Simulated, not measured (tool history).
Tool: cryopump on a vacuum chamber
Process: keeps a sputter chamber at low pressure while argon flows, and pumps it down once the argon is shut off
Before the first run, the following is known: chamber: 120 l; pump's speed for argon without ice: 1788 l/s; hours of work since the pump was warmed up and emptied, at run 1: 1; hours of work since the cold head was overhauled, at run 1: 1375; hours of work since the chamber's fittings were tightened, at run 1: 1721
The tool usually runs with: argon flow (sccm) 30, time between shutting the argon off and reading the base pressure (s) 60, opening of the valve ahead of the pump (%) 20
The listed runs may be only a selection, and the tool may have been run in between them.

| run | hour | argon flow (sccm) | time between shutting the argon off and reading the base pressure (s) | opening of the valve ahead of the pump (%) | hours of work since the pump was warmed up and emptied | hours of work since the cold head was overhauled | hours of work since the chamber's fittings were tightened | pressure while argon flows (Pa) | pressure after the wait (uPa) |
|---|---|---|---|---|---|---|---|---|---|
| 1 | 0.0 | 30 | 60 | 20 | 1 | 1375 | 1721 | 0.1419 | 1.88 |
| 2 | 35.0 | 30 | 60 | 20 | 28 | 1402 | 1749 | 0.1425 | 1.89 |
| 3 | 82.0 | 30 | 60 | 24 | 65 | 1439 | 1785 | 0.1193 | 1.99 |
| 4 | 127.2 | 30 | 60 | 24 | 100 | 1474 | 1821 | 0.1198 | 1.95 |
| 5 | 174.3 | 30 | 60 | 20 | 137 | 1511 | 1857 | 0.1455 | 2.07 |
| 6 | 204.8 | 16 | 60 | 20 | 161 | 1535 | 1881 | 0.0774 | 2.16 |
| 7 | 245.0 | 30 | 60 | 20 | 192 | 1566 | 1912 | 0.1453 | 2.15 |
| 8 | 293.3 | 30 | 60 | 20 | 230 | 1604 | 1950 | 0.1457 | 2.12 |
| 9 | 321.8 | 30 | 60 | 20 | 252 | 1626 | 1972 | 0.1462 | 2.17 |
| 10 | 346.7 | 30 | 60 | 20 | 271 | 1645 | 1992 | 0.1458 | 2.20 |
| 11 | 370.7 | 30 | 60 | 20 | 290 | 1664 | 2011 | 0.1483 | 2.14 |
| 12 | 395.0 | 30 | 60 | 20 | 309 | 1683 | 2029 | 0.1472 | 2.29 |
| 13 | 421.5 | 30 | 60 | 20 | 330 | 1704 | 2050 | 0.1483 | 2.31 |
| 14 | 456.1 | 30 | 112 | 20 | 357 | 1731 | 2077 | 0.1473 | 1.99 |
| 15 | 495.9 | 30 | 60 | 20 | 388 | 1762 | 2108 | 0.1499 | 2.33 |
| 16 | 525.7 | 30 | 60 | 20 | 411 | 1785 | 2131 | 0.1497 | 2.38 |
|  | 542.8 | pump warmed up, emptied and cooled again |
| 17 | 576.5 | 28 | 60 | 20 | 26 | 1821 | 2167 | 0.1333 | 2.22 |
| 18 | 626.3 | 30 | 136 | 20 | 65 | 1860 | 2206 | 0.1449 | 1.70 |
| 19 | 661.2 | 15 | 221 | 20 | 92 | 1887 | 2233 | 0.0718 | 1.52 |
| 20 | 712.1 | 27 | 155 | 37 | 132 | 1927 | 2273 | 0.0716 | 1.72 |
| 21 | 764.9 | 27 | 155 | 37 | 173 | 1968 | 2314 | 0.0719 | 1.74 |
| 22 | 796.9 | 35 | 60 | 20 | 198 | 1993 | 2339 | 0.1700 | 2.28 |
| 23 | 841.5 | 41 | 44 | 33 | 233 | 2027 | 2374 | 0.1238 | 2.73 |
| 24 | 876.8 | 48 | 96 | 55 | 261 | 2055 | 2401 | 0.0909 | 2.16 |
| 25 | 910.9 | 35 | 37 | 17 | 287 | 2082 | 2428 | 0.2013 | 2.99 |
| 26 | 954.2 | 55 | 39 | 52 | 321 | 2115 | 2462 | 0.1115 | 3.02 |
| 27 | 988.3 | 55 | 39 | 52 | 347 | 2142 | 2488 | 0.1117 | 3.11 |
| 28 | 1017.6 | 14 | 39 | 23 | 370 | 2165 | 2511 | 0.0605 | 3.12 |
| 29 | 1070.5 | 40 | 79 | 17 | 412 | 2206 | 2552 | 0.2352 | 2.47 |
|  | 1083.7 | pump warmed up, emptied and cooled again |
| 30 | 1123.5 | 26 | 240 | 19 | 31 | 2244 | 2590 | 0.1297 | 1.70 |
| 31 | 1158.1 | 26 | 240 | 19 | 58 | 2271 | 2617 | 0.1310 | 1.78 |
| 32 | 1206.5 | 17 | 34 | 22 | 96 | 2308 | 2655 | 0.0740 | 2.99 |
| 33 | 1235.2 | 30 | 140 | 18 | 118 | 2331 | 2677 | 0.1586 | 1.99 |

Below are 4 alternative next runs, each starting from the tool's condition after run 33. Predict each:
| A | 1260.1 | 44 | 38 | 46 | 138 | 2350 | 2696 | ? | ? |
| B | 1260.1 | 40 | 154 | 18 | 138 | 2350 | 2696 | ? | ? |
| C | 1260.1 | 30 | 205 | 18 | 138 | 2350 | 2696 | ? | ? |
| D | 1260.1 | 16 | 70 | 47 | 138 | 2350 | 2696 | ? | ? |

| run | pressure while argon flows (Pa) | pressure after the wait (uPa) |
|---|---|---|
| A | 0.0946 | 2.99 |
| B | 0.2130 | 1.91 |
| C | 0.1603 | 1.85 |
| D | 0.0338 | 2.33 |
Stripped of hidden state, with their random variation kept, the same runs would have yielded:
| run | pressure while argon flows (Pa) | pressure after the wait (uPa) |
|---|---|---|
| A | 0.0906 | 1.53 |
| B | 0.2093 | 0.47 |
| C | 0.1575 | 0.41 |
| D | 0.0323 | 0.89 |

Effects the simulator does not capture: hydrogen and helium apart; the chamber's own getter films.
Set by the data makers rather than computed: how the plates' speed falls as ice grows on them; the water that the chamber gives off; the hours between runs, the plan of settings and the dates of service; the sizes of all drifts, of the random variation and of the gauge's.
